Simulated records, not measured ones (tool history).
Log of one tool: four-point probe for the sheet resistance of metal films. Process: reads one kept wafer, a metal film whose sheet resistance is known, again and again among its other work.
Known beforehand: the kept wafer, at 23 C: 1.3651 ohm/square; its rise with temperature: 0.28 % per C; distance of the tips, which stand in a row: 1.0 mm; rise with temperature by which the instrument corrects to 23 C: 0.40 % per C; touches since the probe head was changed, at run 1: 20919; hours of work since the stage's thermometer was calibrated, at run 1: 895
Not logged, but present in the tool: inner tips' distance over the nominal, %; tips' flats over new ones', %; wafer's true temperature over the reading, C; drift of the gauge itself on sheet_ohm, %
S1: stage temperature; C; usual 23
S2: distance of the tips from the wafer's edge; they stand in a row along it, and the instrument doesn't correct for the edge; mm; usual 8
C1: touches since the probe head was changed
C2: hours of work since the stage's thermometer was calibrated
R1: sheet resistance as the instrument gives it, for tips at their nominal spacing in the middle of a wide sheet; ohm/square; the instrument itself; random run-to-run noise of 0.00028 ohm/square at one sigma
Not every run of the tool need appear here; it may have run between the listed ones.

Run 1, hour 0.0: usual settings; C1 20919; C2 895. Result: R1 1.380842 ohm/square.
Run 2, hour 18.6: usual settings; C1 21265; C2 909. Result: R1 1.380538 ohm/square.
Run 3, hour 54.0: usual settings; C1 21925; C2 935. Result: R1 1.380991 ohm/square.
Run 4, hour 82.4: usual settings but S1 18 C; C1 22452; C2 955. Result: R1 1.388955 ohm/square.
Run 5, hour 108.2: usual settings; C1 22933; C2 974. Result: R1 1.381023 ohm/square.
Run 6, hour 126.1: usual settings but S1 31 C; C1 23266; C2 987. Result: R1 1.368174 ohm/square.
Run 7, hour 153.9: usual settings but S1 31 C; C1 23783; C2 1008. Result: R1 1.368385 ohm/square.
Run 8, hour 182.9: usual settings but S1 31 C; C1 24323; C2 1029. Result: R1 1.368489 ohm/square.
Run 9, hour 217.0: usual settings but S2 5 mm; C1 24958; C2 1054. Result: R1 1.398118 ohm/square.
Run 10, hour 241.0: usual settings but S1 29 C, S2 5 mm; C1 25404; C2 1071. Result: R1 1.389166 ohm/square.
Run 11, hour 262.9: usual settings but S1 29 C, S2 5 mm; C1 25813; C2 1087. Result: R1 1.388665 ohm/square.
Run 12, hour 288.2: usual settings but S1 32 C, S2 5 mm; C1 26283; C2 1106. Result: R1 1.384064 ohm/square.
Run 13, hour 312.7: usual settings but S1 32 C, S2 5 mm; C1 26739; C2 1124. Result: R1 1.384430 ohm/square.
Run 14, hour 336.1: usual settings but S2 14 mm; C1 27173; C2 1141. Result: R1 1.372753 ohm/square.
Run 15, hour 369.6: usual settings but S2 14 mm; C1 27797; C2 1166. Result: R1 1.373439 ohm/square.
Run 16, hour 401.6: usual settings but S2 14 mm; C1 28392; C2 1189. Result: R1 1.373345 ohm/square.
Run 17, hour 420.8: usual settings but S2 14 mm; C1 28751; C2 1203. Result: R1 1.372853 ohm/square.
Run 18, hour 452.5: usual settings; C1 29339; C2 1226. Result: R1 1.380449 ohm/square.
At hour 455.5: stage's thermometer calibrated.
Run 19, hour 488.9: usual settings; C1 30007; C2 24. Result: R1 1.380412 ohm/square.
Run 20, hour 504.4: usual settings; C1 30296; C2 36. Result: R1 1.380400 ohm/square.
Run 21, hour 539.2: usual settings but S2 50 mm; C1 30944; C2 61. Result: R1 1.368925 ohm/square.
Run 22, hour 554.7: usual settings but S2 50 mm; C1 31233; C2 73. Result: R1 1.370104 ohm/square.
At hour 566.6: stage's thermometer calibrated, once more.
Run 23, hour 591.2: usual settings but S2 50 mm; C1 31902; C2 18. Result: R1 1.371255 ohm/square.
Run 24, hour 607.6: usual settings but S2 50 mm; C1 32208; C2 30. Result: R1 1.370898 ohm/square.
Run 25, hour 623.3: usual settings but S1 26 C, S2 4 mm; C1 32499; C2 42. Result: R1 1.410417 ohm/square.
Run 26, hour 652.9: usual settings but S2 18 mm; C1 33051; C2 63. Result: R1 1.373620 ohm/square.
Run 27, hour 672.0: usual settings but S1 31 C, S2 15 mm; C1 33407; C2 77. Result: R1 1.361885 ohm/square.
Run 28, hour 702.2: usual settings but S2 5 mm; C1 33968; C2 99. Result: R1 1.399811 ohm/square.
Run 29, hour 729.9: usual settings but S2 5 mm; C1 34483; C2 120. Result: R1 1.399920 ohm/square.
Run 30, hour 763.9: usual settings but S1 30 C, S2 47 mm; C1 35116; C2 144. Result: R1 1.360219 ohm/square.
Run 31, hour 791.6: usual settings but S1 22 C, S2 26 mm; C1 35631; C2 165. Result: R1 1.373789 ohm/square.
Run 32, hour 810.8: usual settings but S1 33 C, S2 30 mm; C1 35989; C2 179. Result: R1 1.356272 ohm/square.
Run 33, hour 841.6: usual settings but S1 30 C, S2 7 mm; C1 36561; C2 201. Result: R1 1.374884 ohm/square.
Run 34, hour 877.6: usual settings but S1 28 C, S2 28 mm; C1 37231; C2 228. Result: R1 1.363766 ohm/square.
Run 35, hour 903.1: usual settings but S1 24 C, S2 5 mm; C1 37706; C2 246. Result: R1 1.398441 ohm/square.
Run 36, hour 935.3: usual settings but S1 24 C, S2 5 mm; C1 38307; C2 270. Result: R1 1.398173 ohm/square.
Run 37, hour 957.7: usual settings but S1 31 C, S2 9 mm; C1 38722; C2 286. Result: R1 1.367448 ohm/square.
Run 38, hour 989.0: usual settings but S1 24 C, S2 9 mm; C1 39305; C2 309. Result: R1 1.378016 ohm/square.
Run 39, hour 1011.7: usual settings but S2 15 mm; C1 39727; C2 326. Result: R1 1.374098 ohm/square.
Run 40, hour 1038.0: usual settings but S1 27 C, S2 23 mm; C1 40217; C2 345. Result: R1 1.366468 ohm/square.
Run 41, hour 1064.6: usual settings but S1 27 C, S2 14 mm; C1 40711; C2 365. Result: R1 1.369221 ohm/square.
Run 42, hour 1099.0: usual settings but S1 20 C, S2 57 mm; C1 41351; C2 390. Result: R1 1.375740 ohm/square.
Run 43, hour 1126.7: usual settings but S1 34 C; C1 41867; C2 410. Result: R1 1.365160 ohm/square.
Run 44, hour 1162.8: usual settings but S1 31 C, S2 12 mm; C1 42539; C2 436. Result: R1 1.363873 ohm/square.
Run 45, hour 1180.0: usual settings but S1 22 C, S2 4 mm; C1 42859; C2 449. Result: R1 1.417387 ohm/square.

Some steps in R1, run to run, broken into two amounts with sign: the step expected even without the hidden condition (settings, incoming material, random variation), and the rest, left for the hidden condition together with whatever gauge scatter is not in both the measured and the hidden-condition-free result:
Run 18 -> 19: stage's thermometer calibrated. R1 -0.000037 ohm/square: hidden state -0.000381, all else +0.000344.
Run 22 -> 23: stage's thermometer calibrated, once more. R1 +0.001151 ohm/square: hidden state +0.001776, all else -0.000625.
Run 24 -> 25: S1 23 -> 26, S2 50 -> 4. R1 +0.039519 ohm/square: hidden state +0.000161, all else +0.039358.
Run 29 -> 30: S1 23 -> 30, S2 5 -> 47. R1 -0.039701 ohm/square: hidden state -0.000131, all else -0.039570.
Run 44 -> 45: S1 31 -> 22, S2 12 -> 4. R1 +0.053514 ohm/square: hidden state +0.000206, all else +0.053308.
